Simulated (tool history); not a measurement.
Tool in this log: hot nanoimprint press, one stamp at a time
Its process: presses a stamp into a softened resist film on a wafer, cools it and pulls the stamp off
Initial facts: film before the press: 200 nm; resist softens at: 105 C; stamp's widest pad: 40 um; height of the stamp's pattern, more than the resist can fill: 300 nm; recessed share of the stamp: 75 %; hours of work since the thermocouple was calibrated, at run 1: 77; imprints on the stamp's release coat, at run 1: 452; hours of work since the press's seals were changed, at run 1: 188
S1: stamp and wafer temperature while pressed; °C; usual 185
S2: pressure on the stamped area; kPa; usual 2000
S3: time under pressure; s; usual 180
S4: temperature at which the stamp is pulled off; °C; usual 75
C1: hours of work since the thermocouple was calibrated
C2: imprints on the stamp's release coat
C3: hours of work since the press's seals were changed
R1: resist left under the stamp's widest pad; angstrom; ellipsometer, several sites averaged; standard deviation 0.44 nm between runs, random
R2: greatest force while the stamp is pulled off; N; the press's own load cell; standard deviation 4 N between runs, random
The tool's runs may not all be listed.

run 1 hour=0.0 | S1=185 S2=2000 S3=180 S4=75 | C1=77 C2=452 C3=188 | R1=931 R2=211
run 2 hour=12.4 | S1=185 S2=2000 S3=180 S4=75 | C1=84 C2=486 C3=195 | R1=936 R2=204
run 3 hour=23.3 | S1=185 S2=2000 S3=180 S4=75 | C1=90 C2=517 C3=201 | R1=931 R2=212
run 4 hour=33.0 | S1=185 S2=2000 S3=180 S4=63 | C1=96 C2=544 C3=206 | R1=932 R2=228
run 5 hour=40.9 | S1=185 S2=2000 S3=180 S4=63 | C1=100 C2=566 C3=211 | R1=934 R2=228
run 6 hour=48.6 | S1=185 S2=2000 S3=180 S4=63 | C1=105 C2=587 C3=215 | R1=939 R2=229
run 7 hour=63.2 | S1=185 S2=2000 S3=180 S4=63 | C1=113 C2=628 C3=223 | R1=936 R2=217
run 8 hour=72.3 | S1=185 S2=2000 S3=250 S4=75 | C1=118 C2=653 C3=229 | R1=820 R2=212
run 9 hour=79.8 | S1=185 S2=2000 S3=168 S4=75 | C1=122 C2=674 C3=233 | R1=950 R2=222
run 10 hour=93.2 | S1=185 S2=2000 S3=168 S4=75 | C1=130 C2=711 C3=241 | R1=957 R2=219
run 11 hour=99.5 | S1=185 S2=2000 S3=168 S4=75 | C1=133 C2=729 C3=244 | R1=953 R2=214
run 12 hour=114.0 | S1=185 S2=2000 S3=180 S4=75 | C1=142 C2=769 C3=252 | R1=931 R2=223
run 13 hour=124.8 | S1=185 S2=2000 S3=180 S4=75 | C1=148 C2=799 C3=259 | R1=931 R2=225
run 14 hour=138.2 | S1=185 S2=2000 S3=180 S4=75 | C1=155 C2=836 C3=266 | R1=931 R2=217
run 15 hour=146.8 | S1=185 S2=2000 S3=180 S4=75 | C1=160 C2=860 C3=271 | R1=932 R2=218
run 16 hour=156.4 | S1=185 S2=2000 S3=180 S4=75 | C1=166 C2=887 C3=276 | R1=927 R2=220
run 17 hour=167.7 | S1=185 S2=2000 S3=180 S4=75 | C1=172 C2=918 C3=283 | R1=931 R2=238
run 18 hour=179.0 | S1=185 S2=2000 S3=180 S4=75 | C1=179 C2=950 C3=289 | R1=934 R2=215
run 19 hour=193.6 | S1=185 S2=2000 S3=180 S4=75 | C1=187 C2=991 C3=298 | R1=929 R2=230
run 20 hour=207.1 | S1=185 S2=1840 S3=180 S4=75 | C1=195 C2=1028 C3=305 | R1=958 R2=234
run 21 hour=221.6 | S1=173 S2=1260 S3=115 S4=70 | C1=203 C2=1068 C3=313 | R1=1549 R2=236
run 22 hour=227.7 | S1=189 S2=1310 S3=180 S4=75 | C1=206 C2=1086 C3=317 | R1=1000 R2=220
run 23 hour=236.2 | S1=189 S2=1310 S3=180 S4=60 | C1=211 C2=1109 C3=322 | R1=1002 R2=249
run 24 hour=244.8 | S1=189 S2=1310 S3=180 S4=60 | C1=216 C2=1133 C3=327 | R1=1001 R2=245
run 25 hour=252.8 | S1=190 S2=2000 S3=180 S4=80 | C1=221 C2=1155 C3=331 | R1=822 R2=231
run 26 hour=262.2 | S1=190 S2=2000 S3=180 S4=80 | C1=226 C2=1181 C3=337 | R1=818 R2=235
run 27 hour=270.8 | S1=195 S2=1940 S3=262 S4=79 | C1=231 C2=1205 C3=341 | R1=627 R2=229
-- hour=283.8 stamp cleaned and given a new release coat
run 28 hour=289.6 | S1=195 S2=1940 S3=262 S4=79 | C1=238 C2=16 C3=349 | R1=633 R2=182
run 29 hour=300.5 | S1=174 S2=2060 S3=156 S4=81 | C1=244 C2=46 C3=355 | R1=1234 R2=180
run 30 hour=313.5 | S1=177 S2=2000 S3=180 S4=75 | C1=252 C2=82 C3=362 | R1=1106 R2=194

Alternative continuations, all from the tool just after run 30; predict every row:
run A hour=327.0 | S1=180 S2=2000 S3=180 S4=81 | C1=259 C2=120 C3=370 | R1=? R2=?
run B hour=327.0 | S1=177 S2=1910 S3=349 S4=75 | C1=259 C2=120 C3=370 | R1=? R2=?
run C hour=327.0 | S1=179 S2=2000 S3=309 S4=75 | C1=259 C2=120 C3=370 | R1=? R2=?

run=A R1=1036 R2=189
run=B R1=901 R2=189
run=C R1=868 R2=195
With no hidden state in the tool, these same runs would have given:
run=A R1=1058 R2=186
run=B R1=925 R2=187
run=C R1=889 R2=193

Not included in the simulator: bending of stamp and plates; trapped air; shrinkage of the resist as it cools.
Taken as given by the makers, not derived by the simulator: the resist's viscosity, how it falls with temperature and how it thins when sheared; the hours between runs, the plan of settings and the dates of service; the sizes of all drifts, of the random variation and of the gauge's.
